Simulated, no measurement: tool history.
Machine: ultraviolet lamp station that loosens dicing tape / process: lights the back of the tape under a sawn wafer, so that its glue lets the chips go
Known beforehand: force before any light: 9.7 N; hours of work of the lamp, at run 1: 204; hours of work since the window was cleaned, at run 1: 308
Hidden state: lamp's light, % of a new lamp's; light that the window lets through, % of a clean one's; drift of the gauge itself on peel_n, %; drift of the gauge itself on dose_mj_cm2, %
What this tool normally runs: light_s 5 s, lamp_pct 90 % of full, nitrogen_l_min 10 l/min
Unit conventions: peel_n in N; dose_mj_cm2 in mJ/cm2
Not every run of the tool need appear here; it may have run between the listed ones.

run   hour  light_s  lamp_pct  nitrogen_l_min  hours of work of the lamp  hours of work since the window was cleaned  peel_n  dose_mj_cm2
  1      0        5        90              10                        204                                         308   0.441          337
  2     11        5        90              10                        211                                         315   0.431          342
  3   19.2        5        90               6                        215                                         320   0.555          334
  4   29.4        5        90              10                        222                                         326   0.447          331
  5   35.9        5        90               7                        225                                         330   0.513          338
  6   47.3        5        90               4                        232                                         336   0.663          337
  7   52.6        2        90              10                        235                                         340   2.329          132
  8   65.6        2        90              10                        243                                         347   2.384          134
  9     71        2        90               5                        246                                         351   2.768          136
 10   79.2        2        90               5                        251                                         355   2.718          133
 11   85.7        2        90               5                        255                                         359   2.776          131
 12   95.1        2        90               5                        261                                         365   2.765          131
 13    101        5        90               9                        264                                         368   0.496          331
 14  111.8        5        90               9                        271                                         375   0.499          332
 15  118.6        3        90              10                        275                                         379   1.297          193
 16  128.8        5        75              10                        281                                         385   0.687          270
 17  141.7        6        90              10                        289                                         393   0.358          382
 18  149.1        6        90              10                        293                                         397   0.356          386
 19  157.4        5        90              10                        298                                         402   0.501          321
 20  163.8        5        90              10                        302                                         406   0.514          318
 21  170.9        5        90              10                        306                                         410   0.495          318
 22  178.9        5        90              10                        311                                         415   0.494          315
 23  187.3        5        90               7                        316                                         420   0.576          315
 24  196.2        5        82              10                        321                                         425   0.581          285
 25    206        5        82               9                        327                                         431    0.61          286
 26  216.8        9        90              10                        333                                         438   0.261          566
 27  228.2        9        68               3                        340                                         445   0.441          423
 28  234.4        7        79               7                        344                                         448   0.397          381
 29  245.6        9        69              13                        351                                         455   0.312          423
 30  253.6        9        69              13                        355                                         460   0.306          427
 31  262.1        4        97               5                        361                                         465   0.913          266
 32  272.9        7        69               3                        367                                         471   0.743          327
 33  281.6        7        69               3                        372                                         476   0.755          326
 34  291.2        9        90              10                        378                                         482   0.255          550
 35  303.7        9        90               4                        385                                         490   0.293          546
 36  314.5        4        75              17                        392                                         496   1.107          200
 37  324.7        9        67              15                        398                                         502   0.303          404
 38  337.8        3        90              18                        406                                         510   1.284          182
 39  346.5        2        76              13                        411                                         515   3.147           99
 40    354        2        76              13                        415                                         520   3.191          101
 41  360.6        2        76              13                        419                                         524   3.054           99
 42    371        2        76              13                        426                                         530   3.136          101
       381  -- window cleaned of glue's vapour
 43  382.1        3        72              10                        432                                           1   1.902          143
 44  388.9        7        72               3                        436                                           5   0.675          346
 45  396.5       10        75              10                        441                                           9   0.269          515

Pick out some run-to-run changes in peel_n. Of each, how much would a tool without hidden state show as well, from the settings, what came in and chance, and how much is left for the hidden state and any gauge scatter not in both results compared?
Run 6 -> 7: light_s 5 -> 2, nitrogen_l_min 4 -> 10. peel_n +1.666 N: hidden state +0.311, all else +1.355.
Run 12 -> 13: light_s 2 -> 5, nitrogen_l_min 5 -> 9. peel_n -2.269 N: hidden state -0.437, all else -1.832.
Run 35 -> 36: light_s 9 -> 4, lamp_pct 90 -> 75, nitrogen_l_min 4 -> 17. peel_n +0.814 N: hidden state +0.397, all else +0.417.
Run 37 -> 38: light_s 9 -> 3, lamp_pct 67 -> 90, nitrogen_l_min 15 -> 18. peel_n +0.981 N: hidden state +0.457, all else +0.524.
Run 38 -> 39: light_s 3 -> 2, lamp_pct 90 -> 76, nitrogen_l_min 18 -> 13. peel_n +1.863 N: hidden state +0.394, all else +1.469.
